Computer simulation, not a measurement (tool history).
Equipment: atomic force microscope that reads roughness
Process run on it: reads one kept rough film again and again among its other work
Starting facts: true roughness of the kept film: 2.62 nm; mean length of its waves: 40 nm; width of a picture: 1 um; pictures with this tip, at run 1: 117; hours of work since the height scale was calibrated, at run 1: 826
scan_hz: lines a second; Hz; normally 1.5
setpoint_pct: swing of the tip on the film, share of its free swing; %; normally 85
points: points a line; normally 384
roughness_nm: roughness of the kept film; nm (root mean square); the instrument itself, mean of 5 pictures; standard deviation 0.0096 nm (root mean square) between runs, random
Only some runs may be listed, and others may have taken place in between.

run     day  scan_hz  setpoint_pct  points  pictures with this tip  hours of work since the height scale was calibrated  roughness_nm
  1       0      1.5            85     384                     117                                                  826         1.991
      1.167  -- new tip fitted
  2   1.904      1.5            85     384                      26                                                  857         2.104
  3   3.733      1.5            85     384                      90                                                  887         1.994
  4   4.771      1.5            85     384                     126                                                  904         1.967
      5.671  -- new tip fitted
  5   5.942      1.5            85     384                      10                                                  923         2.145
  6   6.746      1.5            85     384                      38                                                  936         2.095
  7   8.162      1.5            85     384                      87                                                  959         2.022
  8   9.488      1.5            85     384                     133                                                  981         1.963
     10.108  -- new tip fitted
  9  11.267      1.5            85     384                      40                                                 1009         2.095
 10  12.796     0.56            85     384                      93                                                 1034         2.196
 11  13.712      1.5            85     384                     125                                                 1049         1.975
     14.529  -- new tip fitted
 12  15.567      1.5            85     384                      36                                                 1079         2.094
 13  16.412      1.5            85     384                      65                                                 1093         2.048
 14  17.229      1.5            85     384                      94                                                 1106         2.024
 15  18.142      1.5            85     384                     126                                                 1121         1.978
     18.971  -- new tip fitted
 16  18.971      1.5            85     384                       0                                                 1135         2.149
 17  20.475      1.5            85     384                      52                                                 1159         2.082
 18  21.642      1.5            85     384                      93                                                 1178         1.989
 19  23.279      1.5            85     384                     150                                                 1205         1.937
     23.396  -- new tip fitted
 20  24.558      1.5            85     384                      40                                                 1226         2.058
 21  25.617      1.5            85     384                      77                                                 1243         2.024
 22  27.021      1.5            85     384                     126                                                 1266         1.962
      27.85  -- new tip fitted
 23  28.458      1.5            85     384                      21                                                 1289         2.109
 24  29.896      1.5            85     384                      71                                                 1313         2.038
 25  31.638      1.5            85     384                     132                                                 1341         1.941
      32.25  -- new tip fitted
 26  33.017      1.5            85     384                      27                                                 1363         2.098
 27  34.688      1.5            85     384                      85                                                 1391         2.009
 28  35.688     2.56            59     384                     120                                                 1407         2.141
     36.646  -- new tip fitted
 29  36.767     1.83            59     944                       4                                                 1424         2.375
 30  38.104     0.95            69     384                      50                                                 1446           2.3
 31  39.742     1.42            75     698                     107                                                 1473         2.095
 32  40.929     1.45            60     416                     149                                                 1492         2.142
     41.071  -- new tip fitted
 33  41.808     1.47            58     570                      25                                                 1506          2.37
 34  43.017     2.32            56     817                      67                                                 1526         2.267
 35  43.812      1.5            86     578                      95                                                 1539         1.996
     45.479  -- new tip fitted
 36    45.6     1.07            58     306                       5                                                 1568         2.396
 37  46.812     1.07            58     306                      47                                                 1588         2.329
 38  48.208     1.07            58     306                      95                                                 1611         2.244
     49.879  -- new tip fitted
 39  49.883     1.07            58     306                       0                                                 1638         2.403
 40  51.329     3.85            85     384                      50                                                 1661         1.688
 41  52.771     0.91            70     297                     100                                                 1685         2.201
     54.371  -- new tip fitted
 42  54.658     0.61            85     389                      10                                                 1715         2.308
 43  56.021      1.5            85     540                      58                                                 1738         2.056
 44  57.175     2.89            73     341                      98                                                 1757         1.977
 45  58.571     0.88            75     269                     146                                                 1779         2.105
      58.75  -- new tip fitted
 46  59.408     0.55            75     910                      23                                                 1793         2.357
 47  60.808     2.75            81     384                      71                                                 1816         1.883
 48   61.65     2.75            69     384                     101                                                 1829         2.034
 49  62.654     1.24            69     295                     136                                                 1846         2.128
     63.179  -- new tip fitted
 50  63.612     1.24            69     295                      15                                                 1861         2.315
 51  64.525     2.68            56     296                      47                                                 1876         2.251
 52    65.7     2.68            56     296                      88                                                 1895         2.172
 53  66.788     1.16            85     299                     126                                                 1913         1.996

Alternative continuations, all from the tool just after run 53; predict every row:
     67.662  -- new tip fitted
  A  68.4     2.96            61     299                      26                                                 1939             ?
     67.662  -- new tip fitted
  B  68.4      1.5            90     384                      26                                                 1939             ?
     67.662  -- new tip fitted
  C  68.4      1.5            85     510                      26                                                 1939             ?

run  roughness_nm
  A         2.226
  B         2.006
  C         2.064
Without the tool's hidden state the same runs would have given:
run  roughness_nm
  A         2.319
  B          2.09
  C         2.151
